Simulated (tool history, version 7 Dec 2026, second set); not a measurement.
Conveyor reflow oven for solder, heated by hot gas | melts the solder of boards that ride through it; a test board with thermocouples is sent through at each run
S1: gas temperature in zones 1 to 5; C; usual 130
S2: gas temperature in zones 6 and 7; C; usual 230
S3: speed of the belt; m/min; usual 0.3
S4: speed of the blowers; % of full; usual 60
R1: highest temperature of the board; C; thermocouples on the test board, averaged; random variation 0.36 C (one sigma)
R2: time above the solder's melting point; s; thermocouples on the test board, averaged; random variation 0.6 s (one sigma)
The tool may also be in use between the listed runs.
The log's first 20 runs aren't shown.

Run 21, hour 142.9: usual settings but S1 118 C, S2 229 C, S3 0.295 m/min. Result: R1 208.2 C, R2 68.5 s.
Run 22, hour 150.7: usual settings but S1 118 C, S2 229 C, S3 0.295 m/min, S4 80 % of full. Result: R1 215.5 C, R2 79.8 s.
Run 23, hour 158.2: usual settings but S1 118 C, S2 229 C, S3 0.295 m/min, S4 80 % of full. Result: R1 215 C, R2 81.2 s.
Run 24, hour 167.7: usual settings but S1 129 C, S2 234 C. Result: R1 214.6 C, R2 80 s.
Run 25, hour 173.1: usual settings but S3 0.252 m/min, S4 70 % of full. Result: R1 219.8 C, R2 106.9 s.
Run 26, hour 181.7: usual settings but S3 0.252 m/min, S4 70 % of full. Result: R1 219.8 C, R2 107.3 s.
Run 27, hour 186.2: usual settings but S1 141 C, S3 0.241 m/min, S4 53 % of full. Result: R1 217.3 C, R2 115.1 s.
Run 28, hour 192.4: usual settings but S1 141 C, S3 0.241 m/min, S4 53 % of full. Result: R1 217.7 C, R2 115 s.
Run 29, hour 202.8: usual settings but S1 141 C, S3 0.241 m/min, S4 53 % of full. Result: R1 217.5 C, R2 114.1 s.
Run 30, hour 209.2: usual settings but S1 123 C, S2 236 C, S3 0.358 m/min, S4 63 % of full. Result: R1 209 C, R2 57.7 s.

The next listed run, before its measurement:
Run 31, hour 214.5: usual settings but S1 120 C, S2 223 C. Result: R1 ?, R2 ?.

R1: 203.7 C
R2: 58.6 s
Without the tool's hidden state the same run would have given R1 203.8 C, R2 58.6 s.

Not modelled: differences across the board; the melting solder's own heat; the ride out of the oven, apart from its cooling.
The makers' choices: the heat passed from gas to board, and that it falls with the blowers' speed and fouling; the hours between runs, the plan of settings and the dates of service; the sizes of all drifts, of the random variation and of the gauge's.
